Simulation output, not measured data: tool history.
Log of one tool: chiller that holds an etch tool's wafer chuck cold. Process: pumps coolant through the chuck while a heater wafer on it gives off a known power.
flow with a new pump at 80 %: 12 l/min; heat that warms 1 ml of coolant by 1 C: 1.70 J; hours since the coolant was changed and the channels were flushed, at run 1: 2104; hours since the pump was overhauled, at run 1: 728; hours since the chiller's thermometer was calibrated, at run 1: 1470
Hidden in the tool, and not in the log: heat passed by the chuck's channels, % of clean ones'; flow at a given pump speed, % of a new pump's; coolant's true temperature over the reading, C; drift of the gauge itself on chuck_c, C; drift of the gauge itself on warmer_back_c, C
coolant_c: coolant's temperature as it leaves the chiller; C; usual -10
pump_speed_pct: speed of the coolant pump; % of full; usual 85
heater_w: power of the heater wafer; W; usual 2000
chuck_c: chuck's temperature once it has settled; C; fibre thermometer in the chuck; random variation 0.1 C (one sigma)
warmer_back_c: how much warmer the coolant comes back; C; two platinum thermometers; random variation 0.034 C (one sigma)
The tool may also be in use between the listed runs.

run     day  coolant_c  pump_speed_pct  heater_w  hours since the coolant was changed and the channels were flushed  hours since the pump was overhauled  hours since the chiller's thermometer was calibrated  chuck_c  warmer_back_c
  1       0        -10              85      2000                                                               2104                                  728                                                  1470      7.7           5.58
  2   1.988        -10              85      2000                                                               2151                                  776                                                  1517        8           5.52
  3   3.654        -10              85      2000                                                               2192                                  816                                                  1557      7.7           5.55
  4   4.696        -10              85      2000                                                               2217                                  841                                                  1582      7.8           5.48
  5   6.933         -9              85      2000                                                               2270                                  895                                                  1636      8.8           5.56
  6   8.979         -9              85      2000                                                               2319                                  944                                                  1685      8.8           5.56
  7  10.258        -10              85      2000                                                               2350                                  975                                                  1716        8           5.58
  8  11.433        -10             100      2000                                                               2378                                 1003                                                  1744      5.2           4.63
  9  12.475        -10              85      2000                                                               2403                                 1028                                                  1769        8           5.54
 10  14.396        -11              85      2000                                                               2449                                 1074                                                  1815        7           5.52
 11  16.183        -11              85      2000                                                               2492                                 1117                                                  1858      6.9           5.54
 12  17.542        -17              60      2884                                                               2525                                 1149                                                  1891       20          11.87
 13  19.275          0              84      1400                                                               2566                                 1191                                                  1932     12.8           3.98
 14  20.196         -4              84      1005                                                               2589                                 1213                                                  1954      5.2           2.79
 15  22.179         -6              80      1005                                                               2636                                 1261                                                  2002      3.6              3
 16  23.921         -6              80      1005                                                               2678                                 1303                                                  2044      3.8           2.97
 17  25.196         -9              82      1005                                                               2709                                 1333                                                  2074      0.7           2.92
 18  26.225         -7              94      2298                                                               2733                                 1358                                                  2099     12.1           5.64
 19  28.454        -10              69      2318                                                               2787                                 1411                                                  2153     16.1           8.19

Forecast each of these 5 alternatives for the next run:
  A  29.825         -6              79      2967                                                               2820                                 1444                                                  2186        ?              ?
  B  29.825        -14              94      1008                                                               2820                                 1444                                                  2186        ?              ?
  C  29.825        -10              85      1803                                                               2820                                 1444                                                  2186        ?              ?
  D  29.825        -11              73      2261                                                               2820                                 1444                                                  2186        ?              ?
  E  29.825        -10              86      2000                                                               2820                                 1444                                                  2186        ?              ?

run  chuck_c  warmer_back_c
  A     23.2           8.97
  B     -5.5           2.49
  C      6.6           5.02
  D     13.1           7.48
  E      8.1            5.5
Without the tool's hidden state the same runs would have given:
run  chuck_c  warmer_back_c
  A     20.2           8.87
  B     -6.5           2.46
  C      4.8           4.96
  D     10.6            7.4
  E      6.2           5.44
